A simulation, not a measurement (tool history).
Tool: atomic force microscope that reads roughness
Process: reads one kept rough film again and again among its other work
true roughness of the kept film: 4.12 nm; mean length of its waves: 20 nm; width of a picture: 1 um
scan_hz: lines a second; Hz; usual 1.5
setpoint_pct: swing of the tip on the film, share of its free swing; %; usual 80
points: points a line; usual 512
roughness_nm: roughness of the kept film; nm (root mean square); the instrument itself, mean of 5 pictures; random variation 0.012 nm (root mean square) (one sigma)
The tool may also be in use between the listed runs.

run	hour	scan_hz	setpoint_pct	points	roughness_nm
1	0	1.5	80	512	2.772
2	11.7	1.5	80	512	2.584
3	22.5	1.5	80	512	2.472
4	35	1.5	80	512	2.337
5	51.9	1.5	80	512	2.204
6	62.1	1.59	80	512	2.085
7	80.2	0.96	80	512	2.091
8	101.5	0.96	80	512	2.845
9	122.8	0.96	80	512	2.601
10	132.5	0.96	80	512	2.486
11	149.5	0.96	80	512	2.325
12	160.8	1.5	80	512	2.108
13	170.5	1.5	80	512	2.038
14	191.4	1.5	67	512	3.035
15	205.6	3.43	80	512	2.214
16	221.9	0.68	80	512	2.671
17	235.7	0.68	80	512	2.509
18	249	0.68	80	512	2.375
19	263.2	1.5	87	410	1.954
20	280.1	1.5	64	512	2.133
21	292.2	2.65	74	512	2.691
22	309	1.4	80	507	2.61
23	329.4	2.35	67	888	2.479
24	341.7	0.64	67	888	2.574
25	352	0.58	80	512	2.381
26	371.1	1.53	60	602	2.255
27	394.7	1.5	71	512	2.889
28	404.2	1.5	71	414	2.768
29	427.3	1.5	83	414	2.324
30	444.5	0.77	80	512	2.403
31	457.2	0.77	80	512	2.294
32	479.1	3.46	61	512	2.061
33	495	0.75	73	749	3.008
34	507.3	1.5	75	944	2.662
35	525.8	1.5	75	944	2.454

Not shown: 5 entries that the log had between the listed runs. Between which runs, and how does the tool's hidden state differ before and after?
Between runs 7 and 8: new tip fitted (hour 90)
  radius of the tip, nm: 18.8 -> 7; height scale over the true one, %: -0.09 -> -0.11
  measured less the result without the state, roughness_nm: -0.976 -> -0.2 nm (root mean square)
Between runs 13 and 14: new tip fitted (hour 188)
  radius of the tip, nm: 17.4 -> 5.9; height scale over the true one, %: -0.16 -> -0.17
  measured less the result without the state, roughness_nm: -0.855 -> -0.098 nm (root mean square)
Between runs 20 and 21: new tip fitted (hour 287.3)
  radius of the tip, nm: 19.3 -> 6; height scale over the true one, %: -0.24 -> -0.25
  measured less the result without the state, roughness_nm: -1.037 -> -0.098 nm (root mean square)
Between runs 26 and 27: new tip fitted (hour 385)
  radius of the tip, nm: 17.5 -> 6.8; height scale over the true one, %: -0.3 -> -0.32
  measured less the result without the state, roughness_nm: -0.963 -> -0.187 nm (root mean square)
Between runs 32 and 33: new tip fitted (hour 483.6)
  radius of the tip, nm: 18.7 -> 7.2; height scale over the true one, %: -0.38 -> -0.39
  measured less the result without the state, roughness_nm: -0.965 -> -0.232 nm (root mean square)

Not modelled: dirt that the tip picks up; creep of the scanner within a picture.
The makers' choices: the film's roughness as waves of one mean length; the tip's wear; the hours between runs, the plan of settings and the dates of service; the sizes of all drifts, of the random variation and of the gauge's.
